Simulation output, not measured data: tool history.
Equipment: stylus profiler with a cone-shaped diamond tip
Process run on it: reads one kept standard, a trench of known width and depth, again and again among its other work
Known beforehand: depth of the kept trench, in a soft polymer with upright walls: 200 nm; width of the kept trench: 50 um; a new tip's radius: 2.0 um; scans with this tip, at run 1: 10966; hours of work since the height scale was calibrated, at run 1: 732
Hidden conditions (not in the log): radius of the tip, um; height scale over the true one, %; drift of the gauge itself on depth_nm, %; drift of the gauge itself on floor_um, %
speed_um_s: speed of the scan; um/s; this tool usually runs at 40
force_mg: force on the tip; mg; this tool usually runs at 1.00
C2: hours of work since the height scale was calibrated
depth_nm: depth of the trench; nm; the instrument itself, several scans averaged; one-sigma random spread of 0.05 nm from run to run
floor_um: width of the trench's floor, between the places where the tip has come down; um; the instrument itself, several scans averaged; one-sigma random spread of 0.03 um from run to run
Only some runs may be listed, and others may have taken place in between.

Run 1, hour 0.0: usual settings; scans with this tip 10966; C2 732. Result: depth_nm 200.99 nm, floor_um 47.67 um.
Run 2, hour 13.5: usual settings but speed_um_s 16 um/s; scans with this tip 11084; C2 740. Result: depth_nm 200.95 nm, floor_um 47.69 um.
Run 3, hour 33.1: usual settings but speed_um_s 16 um/s; scans with this tip 11255; C2 751. Result: depth_nm 200.94 nm, floor_um 47.66 um.
Run 4, hour 52.7: usual settings but speed_um_s 48 um/s; scans with this tip 11426; C2 763. Result: depth_nm 200.99 nm, floor_um 47.57 um.
Run 5, hour 70.0: usual settings; scans with this tip 11576; C2 773. Result: depth_nm 200.99 nm, floor_um 47.58 um.
Run 6, hour 85.2: usual settings; scans with this tip 11709; C2 782. Result: depth_nm 200.88 nm, floor_um 47.58 um.
Run 7, hour 110.1: usual settings; scans with this tip 11926; C2 796. Result: depth_nm 200.90 nm, floor_um 47.54 um.
Run 8, hour 136.7: usual settings; scans with this tip 12158; C2 812. Result: depth_nm 200.96 nm, floor_um 47.51 um.
Run 9, hour 165.6: usual settings but speed_um_s 157 um/s, force_mg 0.51 mg; scans with this tip 12410; C2 829. Result: depth_nm 200.36 nm, floor_um 46.90 um.
Run 10, hour 184.6: usual settings but speed_um_s 151 um/s, force_mg 1.14 mg; scans with this tip 12575; C2 840. Result: depth_nm 201.10 nm, floor_um 47.18 um.
Run 11, hour 196.5: usual settings but speed_um_s 151 um/s, force_mg 1.14 mg; scans with this tip 12679; C2 846. Result: depth_nm 201.04 nm, floor_um 47.13 um.
At hour 198.5: height scale calibrated on a step standard.
Run 12, hour 209.6: usual settings but speed_um_s 32 um/s, force_mg 0.50 mg; scans with this tip 12789; C2 6. Result: depth_nm 200.16 nm, floor_um 47.52 um.
Run 13, hour 228.0: usual settings but speed_um_s 32 um/s, force_mg 0.50 mg; scans with this tip 12949; C2 17. Result: depth_nm 200.21 nm, floor_um 47.54 um.
Run 14, hour 243.0: usual settings but speed_um_s 18 um/s, force_mg 1.32 mg; scans with this tip 13080; C2 26. Result: depth_nm 201.05 nm, floor_um 47.62 um.

What will run 15 give?
Run 15, hour 255.5: usual settings but speed_um_s 114 um/s, force_mg 2.06 mg; scans with this tip 13188; C2 33. Result: depth_nm ?, floor_um ?.

Run 15 measured depth_nm 201.64 nm, floor_um 47.34 um.
Without the tool's hidden state the same run would have given depth_nm 202.31 nm, floor_um 47.95 um.

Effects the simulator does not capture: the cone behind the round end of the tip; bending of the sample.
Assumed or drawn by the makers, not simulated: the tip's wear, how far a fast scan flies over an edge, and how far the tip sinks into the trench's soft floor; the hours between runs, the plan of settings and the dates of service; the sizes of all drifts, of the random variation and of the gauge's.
